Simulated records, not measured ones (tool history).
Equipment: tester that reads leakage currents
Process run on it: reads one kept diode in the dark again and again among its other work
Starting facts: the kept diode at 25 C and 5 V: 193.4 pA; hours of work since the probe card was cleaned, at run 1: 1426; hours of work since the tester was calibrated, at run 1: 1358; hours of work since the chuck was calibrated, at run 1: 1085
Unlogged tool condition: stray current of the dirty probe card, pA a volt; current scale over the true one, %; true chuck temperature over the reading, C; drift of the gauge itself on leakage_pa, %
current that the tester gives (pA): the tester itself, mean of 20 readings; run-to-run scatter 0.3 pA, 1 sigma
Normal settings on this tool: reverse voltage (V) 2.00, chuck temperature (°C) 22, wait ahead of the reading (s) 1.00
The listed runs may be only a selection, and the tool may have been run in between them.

run	day	reverse voltage (V)	chuck temperature (°C)	wait ahead of the reading (s)	hours of work since the probe card was cleaned	hours of work since the tester was calibrated	hours of work since the chuck was calibrated	current that the tester gives (pA)
1	0.000	2.00	22	1.00	1426	1358	1085	99.01
2	2.025	2.00	22	1.00	1445	1378	1105	98.71
3	4.025	2.00	22	1.00	1465	1397	1124	98.47
4	7.821	1.11	22	1.00	1502	1434	1161	76.12
5	11.392	2.00	22	1.00	1536	1469	1196	99.06
# day 11.762: probe card cleaned and baked
6	14.296	2.00	22	1.00	25	1496	1223	98.70
7	18.946	2.00	22	1.00	70	1541	1268	98.72
8	21.821	2.00	22	1.00	98	1569	1296	98.58
9	25.442	2.03	22	1.00	133	1604	1331	99.41
10	28.083	2.00	22	3.88	159	1630	1357	98.33
11	31.754	2.00	24	1.00	194	1665	1393	118.31
12	33.746	2.00	22	1.00	214	1685	1412	98.67
13	35.808	2.00	22	1.00	234	1705	1432	98.86
14	39.950	2.56	22	1.00	274	1745	1472	109.78
15	42.000	19.20	22	1.00	294	1765	1492	272.33
16	44.408	19.20	22	1.00	317	1788	1515	272.90
17	49.162	19.20	22	1.00	363	1834	1562	272.90
18	51.621	15.60	22	1.00	387	1858	1586	247.87
19	56.200	15.60	22	1.00	432	1903	1630	248.72
20	59.188	2.00	22	1.00	461	1932	1659	98.70
21	61.304	7.98	26	3.72	481	1952	1680	260.79
22	63.250	1.12	30	1.43	500	1971	1698	153.83
23	68.021	1.12	30	1.43	546	2018	1745	153.07
24	71.238	9.46	22	1.00	578	2049	1776	198.09
25	74.683	9.46	22	1.00	611	2082	1810	198.69
26	78.421	12.63	22	1.00	647	2119	1846	225.21
27	82.104	12.63	22	1.00	683	2154	1882	225.74
28	85.733	12.63	22	1.00	718	2190	1917	225.29
29	89.338	2.00	22	7.41	753	2225	1952	98.89
30	93.908	2.00	22	7.41	798	2269	1996	98.63
31	97.712	2.00	22	3.70	835	2306	2033	98.60
32	102.442	2.00	20	2.93	881	2352	2079	82.26
33	105.967	5.19	20	2.93	915	2386	2113	126.54
34	109.742	5.19	20	2.93	952	2423	2150	125.92
35	111.742	10.83	56	1.16	971	2442	2169	3232.88
36	114.412	10.83	56	1.16	997	2468	2195	3234.47
37	118.667	7.79	53	1.88	1038	2509	2237	2249.54
38	122.921	7.79	53	1.88	1080	2551	2278	2253.23

Forecast run 39:
39	125.379	7.79	32	0.34	1104	2575	2302	?

{"run 39": {"current that the tester gives (pA)": 432.44}}
With no hidden state in the tool, this same run would have given current that the tester gives (pA) 432.20.
